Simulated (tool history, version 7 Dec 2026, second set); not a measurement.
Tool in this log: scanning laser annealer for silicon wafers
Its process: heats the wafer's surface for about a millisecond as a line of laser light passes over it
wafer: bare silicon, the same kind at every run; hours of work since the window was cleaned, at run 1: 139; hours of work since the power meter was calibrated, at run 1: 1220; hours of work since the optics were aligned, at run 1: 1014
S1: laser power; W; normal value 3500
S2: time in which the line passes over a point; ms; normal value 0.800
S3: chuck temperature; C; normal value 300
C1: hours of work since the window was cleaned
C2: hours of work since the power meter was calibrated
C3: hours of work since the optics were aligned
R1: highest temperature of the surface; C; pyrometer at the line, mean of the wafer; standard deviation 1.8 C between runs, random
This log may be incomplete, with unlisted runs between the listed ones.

run   hour    S1     S2   S3   C1    C2    C3    R1
  1    0.0  3500  0.800  300  139  1220  1014  1061
  2   58.9  3500  0.577  300  166  1247  1041   962
  3   91.2  3500  0.577  300  180  1261  1055   962
  4  139.0  3500  0.577  300  202  1283  1077   963
  5  197.1  3500  0.577  300  228  1309  1103   962
  6  261.9  3500  0.577  300  257  1338  1132   960
  7  329.5  3500  0.577  300  288  1369  1163   957
  8  378.6  3500  0.800  269  310  1391  1185  1023
  9  437.5  3500  0.841  267  337  1418  1211  1038
 10  471.4  3685  0.841  321  352  1433  1227  1131
 11  535.7  3567  0.841  305  381  1462  1256  1087
     558.4  -- optics aligned, line set to its width
 12  586.3  3393  0.600  273  402  1483    13   926
 13  641.1  3122  0.592  304  426  1507    37   900
 14  694.6  3122  0.592  304  450  1531    61   895
 15  752.5  3106  0.591  300  477  1558    88   893

Across each entry between runs, compare the hidden state at the last listed run before it with the hidden state at the first listed run after it:
Runs 11 to 12: optics aligned, line set to its width (hour 558.4)
  light that passes the window, % of a clean one's: 97.17 -> 97.04; laser's true power over the reading, %: 1.82 -> 1.85; width of the line over the set one, %: 1.88 -> 0.04
  measured value less the no-hidden-state value, R1: -16 -> -8 C
